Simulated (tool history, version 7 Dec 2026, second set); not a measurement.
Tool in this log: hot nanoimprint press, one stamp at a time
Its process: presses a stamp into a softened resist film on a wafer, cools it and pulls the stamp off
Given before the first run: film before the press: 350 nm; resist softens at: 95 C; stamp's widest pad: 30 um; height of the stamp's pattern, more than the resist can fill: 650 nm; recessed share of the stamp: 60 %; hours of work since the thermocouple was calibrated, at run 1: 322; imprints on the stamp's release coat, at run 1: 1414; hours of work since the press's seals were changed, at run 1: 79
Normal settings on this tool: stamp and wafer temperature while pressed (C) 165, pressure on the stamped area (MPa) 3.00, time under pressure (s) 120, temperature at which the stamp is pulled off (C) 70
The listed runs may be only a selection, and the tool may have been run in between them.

run	hour	stamp and wafer temperature while pressed (C)	pressure on the stamped area (MPa)	time under pressure (s)	temperature at which the stamp is pulled off (C)	hours of work since the thermocouple was calibrated	imprints on the stamp's release coat	hours of work since the press's seals were changed	resist left under the stamp's widest pad (angstrom)	greatest force while the stamp is pulled off (N)
1	0.0	165	3.00	120	70	322	1414	79	1495	268
2	14.8	160	3.00	120	70	333	1482	90	1856	288
3	27.1	160	3.00	120	70	342	1539	99	1859	281
# hour 44.0: stamp cleaned and given a new release coat
4	54.1	165	3.00	120	70	357	46	114	1516	224
5	78.5	165	3.00	120	70	374	158	131	1521	220
6	91.7	165	3.00	120	70	383	219	141	1513	232
7	109.9	165	3.00	120	64	396	302	154	1509	270
8	126.9	158	3.00	120	70	409	381	166	2052	246
9	141.2	158	3.00	120	70	419	446	176	2031	233
10	153.2	165	3.00	120	70	427	501	184	1517	245
11	172.0	165	3.00	120	70	441	588	198	1526	251
12	195.0	165	3.12	120	70	457	693	214	1495	241
# hour 201.7: plate thermocouple calibrated
13	220.7	159	3.00	120	65	14	797	230	1866	281
14	234.5	166	4.34	111	62	23	861	240	1178	313
15	258.4	166	3.19	111	62	40	971	257	1400	315
16	272.1	166	3.19	111	62	50	1034	267	1377	322
17	298.6	165	2.50	120	67	69	1155	286	1608	284
18	318.6	165	2.50	120	67	83	1248	300	1624	295
19	336.7	165	3.13	120	67	96	1330	313	1437	300
20	359.2	155	3.00	120	64	112	1434	329	2190	329
21	373.7	155	3.00	120	64	123	1500	340	2219	319

Predict each of these 5 candidate next runs independently; none follows another, all start after run 21:
# hour 399.6: stamp cleaned and given a new release coat
A	405.0	165	3.00	120	59	141	25	358	?	?
# hour 399.6: stamp cleaned and given a new release coat
B	405.0	168	3.00	148	70	141	25	358	?	?
# hour 399.6: stamp cleaned and given a new release coat
C	405.0	177	3.00	106	65	141	25	358	?	?
# hour 399.6: stamp cleaned and given a new release coat
D	405.0	166	3.00	178	61	141	25	358	?	?
# hour 399.6: stamp cleaned and given a new release coat
E	405.0	159	2.55	120	77	141	25	358	?	?

run	resist left under the stamp's widest pad (angstrom)	greatest force while the stamp is pulled off (N)
A	1468	278
B	1217	214
C	934	241
D	1238	277
E	2037	179
Had the tool no hidden state, the same runs would have come out as:
run	resist left under the stamp's widest pad (angstrom)	greatest force while the stamp is pulled off (N)
A	1434	276
B	1188	212
C	912	239
D	1208	274
E	2000	177
